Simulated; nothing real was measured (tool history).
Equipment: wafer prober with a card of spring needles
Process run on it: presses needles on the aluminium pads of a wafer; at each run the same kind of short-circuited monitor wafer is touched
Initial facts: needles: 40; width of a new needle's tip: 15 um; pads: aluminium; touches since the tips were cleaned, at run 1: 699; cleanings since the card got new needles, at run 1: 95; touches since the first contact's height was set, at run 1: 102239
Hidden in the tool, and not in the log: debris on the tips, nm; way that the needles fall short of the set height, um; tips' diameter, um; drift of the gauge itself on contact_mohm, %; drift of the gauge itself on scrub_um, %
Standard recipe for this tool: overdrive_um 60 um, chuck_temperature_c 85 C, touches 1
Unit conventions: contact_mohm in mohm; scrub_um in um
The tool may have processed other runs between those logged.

run	hour	overdrive_um	chuck_temperature_c	touches	touches since the tips were cleaned	cleanings since the card got new needles	touches since the first contact's height was set	contact_mohm	scrub_um
1	0	60	85	1	699	95	102239	257	14.12
# hour 12.5: height of the first contact set anew
# hour 16.7: tips cleaned on abrasive film
# hour 37.1: tips cleaned on abrasive film
2	52.1	60	85	1	6101	97	16046	311	14.29
# hour 56.3: tips cleaned on abrasive film
# hour 76.8: tips cleaned on abrasive film
# hour 96.6: tips cleaned on abrasive film
# hour 117.1: tips cleaned on abrasive film
# hour 136.9: tips cleaned on abrasive film
3	136.9	60	85	1	0	102	50436	231	14.2
# hour 157.4: tips cleaned on abrasive film
# hour 177.9: tips cleaned on abrasive film
# hour 198.4: tips cleaned on abrasive film
4	203.7	60	85	1	2188	105	77549	288	14.11
# hour 216.1: tips cleaned on abrasive film
# hour 236.6: tips cleaned on abrasive film
# hour 257.1: tips cleaned on abrasive film
# hour 277.6: tips cleaned on abrasive film
# hour 277.9: height of the first contact set anew
5	279.4	60	85	2	586	109	586	245	14.33
# hour 295.8: tips cleaned on abrasive film
# hour 316.3: tips cleaned on abrasive film
# hour 332.7: tips cleaned on abrasive film
# hour 352.2: tips cleaned on abrasive film
6	352.2	60	85	2	0	113	30138	232	14.3
# hour 372.8: tips cleaned on abrasive film
# hour 393.2: tips cleaned on abrasive film
# hour 413.4: tips cleaned on abrasive film
7	413.4	60	85	1	0	116	54936	240	14.19
# hour 429.8: tips cleaned on abrasive film
# hour 446.2: tips cleaned on abrasive film
# hour 466.7: tips cleaned on abrasive film
8	483	55	85	1	6651	119	83227	348	12.91
# hour 486.7: tips cleaned on abrasive film
# hour 507: tips cleaned on abrasive film
# hour 527.4: tips cleaned on abrasive film
# hour 544: height of the first contact set anew
# hour 548.2: tips cleaned on abrasive film
9	561.6	60	85	1	5446	123	7111	319	14.29
# hour 565.8: tips cleaned on abrasive film
# hour 582.2: tips cleaned on abrasive film
# hour 602.7: tips cleaned on abrasive film
10	618.5	60	85	1	6431	126	30187	330	14.22
# hour 622.7: tips cleaned on abrasive film
# hour 643.2: tips cleaned on abrasive film
# hour 663.7: tips cleaned on abrasive film
11	674.1	60	85	1	4247	129	52738	316	14.17
# hour 682.4: tips cleaned on abrasive film
# hour 702.7: tips cleaned on abrasive film
# hour 722.9: tips cleaned on abrasive film
# hour 743.1: tips cleaned on abrasive film
12	746.8	60	85	1	1491	133	82221	265	14.16
# hour 763.1: tips cleaned on abrasive film
# hour 783.6: tips cleaned on abrasive film
13	797.7	60	85	1	5764	135	102910	329	14.08
# hour 801.9: tips cleaned on abrasive film
# hour 806.3: height of the first contact set anew
# hour 818.7: tips cleaned on abrasive film
# hour 839.2: tips cleaned on abrasive film
# hour 855.6: tips cleaned on abrasive film
# hour 876.1: tips cleaned on abrasive film
14	885.5	60	61	1	3814	140	32112	305	14.23
# hour 893.7: tips cleaned on abrasive film
# hour 914.2: tips cleaned on abrasive film
15	924.2	60	61	1	4055	142	47821	311	14.23
# hour 932.5: tips cleaned on abrasive film
# hour 948.9: tips cleaned on abrasive film
# hour 969.4: tips cleaned on abrasive film
16	974.5	54	50	1	2085	145	68218	286	12.75
# hour 986.8: tips cleaned on abrasive film
# hour 1007.2: tips cleaned on abrasive film
# hour 1027.3: tips cleaned on abrasive film
17	1037.7	54	50	2	4210	148	93844	289	12.67
# hour 1045.5: tips cleaned on abrasive film
# hour 1065.6: tips cleaned on abrasive film
# hour 1070: height of the first contact set anew
18	1073.7	54	50	2	3207	150	1542	277	12.85
# hour 1086.1: tips cleaned on abrasive film
# hour 1102.5: tips cleaned on abrasive film
# hour 1123: tips cleaned on abrasive film
# hour 1143: tips cleaned on abrasive film
19	1143.1	54	50	2	32	154	29657	234	12.82
# hour 1159.5: tips cleaned on abrasive film
# hour 1175.9: tips cleaned on abrasive film
20	1190.3	54	50	2	5888	156	48839	299	12.79
# hour 1194.5: tips cleaned on abrasive film
# hour 1214.8: tips cleaned on abrasive film
21	1230.8	43	37	3	6544	158	65256	296	10.15
# hour 1235: tips cleaned on abrasive film
# hour 1255.2: tips cleaned on abrasive film
# hour 1275.7: tips cleaned on abrasive film
# hour 1295.9: tips cleaned on abrasive film
22	1302.4	43	37	3	2659	162	94278	277	10.06
# hour 1314.7: tips cleaned on abrasive film
# hour 1335.3: tips cleaned on abrasive film
# hour 1335.6: height of the first contact set anew
23	1345.5	56	112	3	4066	164	4066	273	13.33
# hour 1353.8: tips cleaned on abrasive film
# hour 1374.3: tips cleaned on abrasive film
24	1382	62	35	1	3143	166	18862	294	14.75
# hour 1394: tips cleaned on abrasive film
# hour 1414.5: tips cleaned on abrasive film
# hour 1434.6: tips cleaned on abrasive film
25	1434.6	56	85	1	0	169	40191	244	13.26
# hour 1455.1: tips cleaned on abrasive film
# hour 1473: tips cleaned on abrasive film
26	1473	73	85	1	0	171	55766	228	17.31

Predict each of these 5 candidate next runs independently; none follows another, all start after run 26:
# hour 1493.5: tips cleaned on abrasive film
# hour 1513.4: tips cleaned on abrasive film
# hour 1533.9: tips cleaned on abrasive film
A	1549.1	57	75	2	6223	174	86683	?	?
# hour 1493.5: tips cleaned on abrasive film
# hour 1513.4: tips cleaned on abrasive film
# hour 1533.9: tips cleaned on abrasive film
B	1549.1	44	85	1	6223	174	86683	?	?
# hour 1493.5: tips cleaned on abrasive film
# hour 1513.4: tips cleaned on abrasive film
# hour 1533.9: tips cleaned on abrasive film
C	1549.1	53	42	1	6223	174	86683	?	?
# hour 1493.5: tips cleaned on abrasive film
# hour 1513.4: tips cleaned on abrasive film
# hour 1533.9: tips cleaned on abrasive film
D	1549.1	73	75	1	6223	174	86683	?	?
# hour 1493.5: tips cleaned on abrasive film
# hour 1513.4: tips cleaned on abrasive film
# hour 1533.9: tips cleaned on abrasive film
E	1549.1	68	46	3	6223	174	86683	?	?

run	contact_mohm	scrub_um
A	303	13.4
B	424	10.33
C	359	12.45
D	302	17.22
E	253	16.02
What these runs would have given with no unlogged condition in the tool:
run	contact_mohm	scrub_um
A	230	13.59
B	237	10.52
C	217	12.64
D	223	17.41
E	217	16.21

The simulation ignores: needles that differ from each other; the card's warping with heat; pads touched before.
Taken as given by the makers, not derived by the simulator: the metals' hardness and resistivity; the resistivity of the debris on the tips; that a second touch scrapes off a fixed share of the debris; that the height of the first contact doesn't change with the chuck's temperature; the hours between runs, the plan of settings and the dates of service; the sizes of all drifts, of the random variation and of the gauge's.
